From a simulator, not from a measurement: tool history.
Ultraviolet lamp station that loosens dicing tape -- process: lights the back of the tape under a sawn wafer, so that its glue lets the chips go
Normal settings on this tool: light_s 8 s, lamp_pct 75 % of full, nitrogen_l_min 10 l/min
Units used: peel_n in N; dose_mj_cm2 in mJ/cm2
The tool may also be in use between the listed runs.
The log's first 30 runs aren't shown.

| run | hour | light_s | lamp_pct | nitrogen_l_min | hours of work of the lamp | hours of work since the window was cleaned | peel_n | dose_mj_cm2 |
|---|---|---|---|---|---|---|---|---|
| 31 | 1315.6 | 14 | 80 | 14 | 698 | 445 | 0.68 | 388 |
| 32 | 1360.3 | 8 | 75 | 17 | 730 | 476 | 2.292 | 205 |
| 33 | 1416.9 | 8 | 75 | 10 | 770 | 516 | 2.966 | 195 |
| 34 | 1462.3 | 7 | 69 | 12 | 802 | 548 | 3.594 | 151 |
| 35 | 1502.7 | 7 | 69 | 12 | 830 | 577 | 3.899 | 150 |
|  | 1542.1 | lamp changed |
| 36 | 1556.2 | 11 | 97 | 12 | 10 | 614 | 0.298 | 566 |
| 37 | 1594.3 | 6 | 97 | 12 | 37 | 641 | 1.257 | 303 |
|  | 1610.7 | window cleaned of glue's vapour |
| 38 | 1650.8 | 8 | 76 | 8 | 77 | 28 | 1.151 | 344 |
| 39 | 1690.1 | 8 | 76 | 8 | 105 | 56 | 1.194 | 345 |
| 40 | 1724.8 | 8 | 76 | 6 | 129 | 81 | 1.437 | 333 |
| 41 | 1777.2 | 8 | 76 | 6 | 166 | 118 | 1.5 | 321 |
| 42 | 1805.4 | 8 | 75 | 9 | 186 | 138 | 1.325 | 314 |

Predict each of these 5 candidate next runs independently; none follows another, all start after run 42:
| A | 1856.8 | 8 | 82 | 9 | 223 | 174 | ? | ? |
| B | 1856.8 | 13 | 64 | 5 | 223 | 174 | ? | ? |
| C | 1856.8 | 4 | 77 | 10 | 223 | 174 | ? | ? |
| D | 1856.8 | 8 | 75 | 5 | 223 | 174 | ? | ? |
| E | 1856.8 | 8 | 95 | 18 | 223 | 174 | ? | ? |

| run | peel_n | dose_mj_cm2 |
|---|---|---|
| A | 1.179 | 337 |
| B | 0.943 | 427 |
| C | 3.599 | 154 |
| D | 1.842 | 304 |
| E | 0.632 | 384 |
Without the tool's hidden state the same runs would have given:
| run | peel_n | dose_mj_cm2 |
|---|---|---|
| A | 0.842 | 391 |
| B | 0.663 | 497 |
| C | 3 | 179 |
| D | 1.386 | 354 |
| E | 0.436 | 447 |
